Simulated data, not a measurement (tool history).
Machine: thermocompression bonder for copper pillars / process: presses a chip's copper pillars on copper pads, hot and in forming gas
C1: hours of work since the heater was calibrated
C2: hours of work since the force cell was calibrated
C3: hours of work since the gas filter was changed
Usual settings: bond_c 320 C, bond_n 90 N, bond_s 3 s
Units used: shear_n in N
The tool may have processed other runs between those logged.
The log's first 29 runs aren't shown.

run 30 day=80.096 | bond_c=348 bond_n=86 bond_s=2 | C1=104 C2=227 C3=74 | shear_n=69.2
run 31 day=83.779 | bond_c=320 bond_n=63 bond_s=4 | C1=153 C2=276 C3=123 | shear_n=48.9
run 32 day=86.617 | bond_c=297 bond_n=93 bond_s=3 | C1=191 C2=314 C3=160 | shear_n=50.8
-- day=88.950 forming gas filter changed
run 33 day=89.012 | bond_c=297 bond_n=93 bond_s=3 | C1=223 C2=345 C3=1 | shear_n=53.3
run 34 day=91.333 | bond_c=320 bond_n=90 bond_s=4 | C1=254 C2=376 C3=32 | shear_n=72.7
run 35 day=95.179 | bond_c=310 bond_n=94 bond_s=8 | C1=305 C2=428 C3=83 | shear_n=84.2
run 36 day=99.125 | bond_c=310 bond_n=94 bond_s=3 | C1=357 C2=480 C3=135 | shear_n=62.3
run 37 day=101.946 | bond_c=310 bond_n=94 bond_s=4 | C1=395 C2=518 C3=173 | shear_n=69.6
-- day=103.404 forming gas filter changed
run 38 day=104.246 | bond_c=329 bond_n=79 bond_s=8 | C1=425 C2=548 C3=11 | shear_n=89.3
run 39 day=107.325 | bond_c=298 bond_n=79 bond_s=3 | C1=466 C2=589 C3=52 | shear_n=49.5

4 ways to go on from here, each from the tool as it stands after run 39. What would each give?
run A day=110.200 | bond_c=336 bond_n=60 bond_s=3 | C1=504 C2=627 C3=90 | shear_n=?
run B day=110.200 | bond_c=320 bond_n=60 bond_s=3 | C1=504 C2=627 C3=90 | shear_n=?
run C day=110.200 | bond_c=344 bond_n=79 bond_s=2 | C1=504 C2=627 C3=90 | shear_n=?
run D day=110.200 | bond_c=336 bond_n=79 bond_s=3 | C1=504 C2=627 C3=90 | shear_n=?

run=A shear_n=56.9
run=B shear_n=47.5
run=C shear_n=68.6
run=D shear_n=72.7
Take away the tool's hidden state, keep each run's random variation, and the runs would have read:
run=A shear_n=49.4
run=B shear_n=40.3
run=C shear_n=60.7
run=D shear_n=64.5

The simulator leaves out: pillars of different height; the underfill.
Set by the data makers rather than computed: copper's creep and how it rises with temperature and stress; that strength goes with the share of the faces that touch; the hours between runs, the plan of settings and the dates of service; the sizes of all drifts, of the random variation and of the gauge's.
